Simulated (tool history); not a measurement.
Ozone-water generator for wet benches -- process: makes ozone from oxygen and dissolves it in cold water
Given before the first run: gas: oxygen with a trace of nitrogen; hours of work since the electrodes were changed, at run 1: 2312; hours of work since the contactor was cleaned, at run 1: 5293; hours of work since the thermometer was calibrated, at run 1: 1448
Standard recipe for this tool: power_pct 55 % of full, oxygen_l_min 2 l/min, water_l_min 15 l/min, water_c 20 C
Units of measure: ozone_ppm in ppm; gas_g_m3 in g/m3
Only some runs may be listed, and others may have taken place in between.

run    hour  power_pct  oxygen_l_min  water_l_min  water_c  hours of work since the electrodes were changed  hours of work since the contactor was cleaned  hours of work since the thermometer was calibrated  ozone_ppm  gas_g_m3
  1       0         55             2           15       20                                             2312                                           5293                                                1448       10.9     211.2
  2   120.7         55             2           15       20                                             2401                                           5383                                                1538       10.9     209.7
  3   187.9         55             2           15       20                                             2451                                           5432                                                1587       11.1     210.9
  4   273.5         55             2           15       20                                             2514                                           5496                                                1651         11     209.3
  5   365.2         55             2           15       20                                             2582                                           5564                                                1718         11     208.9
  6   451.8         55             2           15       20                                             2646                                           5628                                                1783       10.9     208.5
  7   568.4         55             2           15       20                                             2732                                           5714                                                1869       11.1     209.8
  8   641.6         55             2           15       27                                             2787                                           5768                                                1923       10.2     209.2
  9   736.4         55             2           21       20                                             2857                                           5838                                                1993        7.6     209.3
 10   855.3         55             2           21       20                                             2945                                           5926                                                2081        7.7     207.6
 11   911.2         55           3.3           15       20                                             2986                                           5967                                                2122         11     152.5
 12  1004.3         55           3.3           15       20                                             3055                                           6036                                                2191         11     154.1
     1011.5  -- water thermometer calibrated
 13  1085.8         55          1.73           15       20                                             3115                                           6096                                                  55       10.5     224.1
 14  1160.5         55             2           15       20                                             3170                                           6151                                                 110       10.6     207.8
 15  1272.9         46             2           19       20                                             3253                                           6235                                                 193        7.5     177.5
 16  1373.1         94             2           14       20                                             3327                                           6309                                                 267       18.2     327.8
 17    1462         55          2.18           17       20                                             3393                                           6375                                                 333        9.6     196.4
 18  1522.4         55          2.18           17       20                                             3438                                           6419                                                 378        9.7     197.6
     1556.4  -- contactor cleaned
 19  1578.6         55          2.18           17       17                                             3476                                             16                                                 417         10     197.7
 20  1694.5         55          2.18           17       17                                             3562                                            102                                                 502       10.2     196.3
     1706.5  -- water thermometer calibrated, once more
 21  1780.8         55          2.18           17       17                                             3625                                            166                                                  55       10.3     196.2
 22  1861.8         55          2.18           17       21                                             3685                                            226                                                 115        9.8     195.2
 23  1939.8         83          1.16            9       27                                             3743                                            283                                                 173       22.4     408.5
 24  2024.2         67          3.36           10       19                                             3806                                            346                                                 235       18.5     177.6
 25  2130.5         67          3.36           10       19                                             3884                                            424                                                 314       18.2       178
 26  2229.8         44          2.32           15       20                                             3958                                            498                                                 387        9.3       154
 27  2318.9         55          2.68           15       20                                             4024                                            564                                                 453         11     174.8
 28  2415.5         55             2           22       20                                             4095                                            635                                                 524        7.5     203.5

4 options for the next run, each taken on its own from the tool as it stands now. Forecast them:
  A  2498.7         55          1.82           22       20                                             4157                                            697                                                 586          ?         ?
  B  2498.7         55          3.26           11       17                                             4157                                            697                                                 586          ?         ?
  C  2498.7         80             2           15       12                                             4157                                            697                                                 586          ?         ?
  D  2498.7         55          1.71           15       20                                             4157                                            697                                                 586          ?         ?

run  ozone_ppm  gas_g_m3
  A        7.2     217.3
  B       15.2     153.3
  C       16.2     282.2
  D       10.8     224.5
Had the tool no hidden state, the same runs would have come out as:
run  ozone_ppm  gas_g_m3
  A        7.6     227.9
  B         16     160.8
  C       17.4     301.9
  D       11.4     235.5
